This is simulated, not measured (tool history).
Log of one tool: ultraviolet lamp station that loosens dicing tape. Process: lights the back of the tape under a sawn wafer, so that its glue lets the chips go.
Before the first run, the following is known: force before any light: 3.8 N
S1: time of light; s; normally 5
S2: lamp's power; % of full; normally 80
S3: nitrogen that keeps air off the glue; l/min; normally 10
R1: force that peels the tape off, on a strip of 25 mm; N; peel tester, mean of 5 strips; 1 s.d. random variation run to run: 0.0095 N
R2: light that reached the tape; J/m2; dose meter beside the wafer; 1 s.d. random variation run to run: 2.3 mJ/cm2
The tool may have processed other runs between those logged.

run 1 hour=0.0 | S1=5 S2=80 S3=10 | R1=0.518 R2=1890
run 2 hour=13.1 | S1=5 S2=80 S3=10 | R1=0.523 R2=1880
run 3 hour=28.6 | S1=5 S2=80 S3=10 | R1=0.520 R2=1870
run 4 hour=49.1 | S1=5 S2=80 S3=10 | R1=0.543 R2=1860
run 5 hour=63.4 | S1=5 S2=80 S3=10 | R1=0.547 R2=1860
run 6 hour=77.7 | S1=5 S2=80 S3=10 | R1=0.533 R2=1780
run 7 hour=89.0 | S1=5 S2=100 S3=6 | R1=0.500 R2=2300
run 8 hour=108.7 | S1=5 S2=100 S3=6 | R1=0.529 R2=2260
run 9 hour=124.3 | S1=3 S2=80 S3=4 | R1=1.628 R2=1110
run 10 hour=141.4 | S1=2 S2=80 S3=4 | R1=2.184 R2=740
run 11 hour=152.6 | S1=8 S2=89 S3=6 | R1=0.258 R2=3220

5 ways to go on from here, each from the tool as it stands after run 11. What would each give?
run A hour=173.2 | S1=8 S2=89 S3=5 | R1=? R2=?
run B hour=173.2 | S1=4 S2=90 S3=10 | R1=? R2=?
run C hour=173.2 | S1=3 S2=76 S3=6 | R1=? R2=?
run D hour=173.2 | S1=7 S2=80 S3=10 | R1=? R2=?
run E hour=173.2 | S1=7 S2=85 S3=10 | R1=? R2=?

run=A R1=0.297 R2=3180
run=B R1=0.692 R2=1620
run=C R1=1.492 R2=1030
run=D R1=0.305 R2=2500
run=E R1=0.258 R2=2650
With the hidden condition removed and each run's random variation left untouched, the same runs would have given:
run=A R1=0.198 R2=3840
run=B R1=0.502 R2=1950
run=C R1=1.236 R2=1240
run=D R1=0.205 R2=3030
run=E R1=0.171 R2=3210
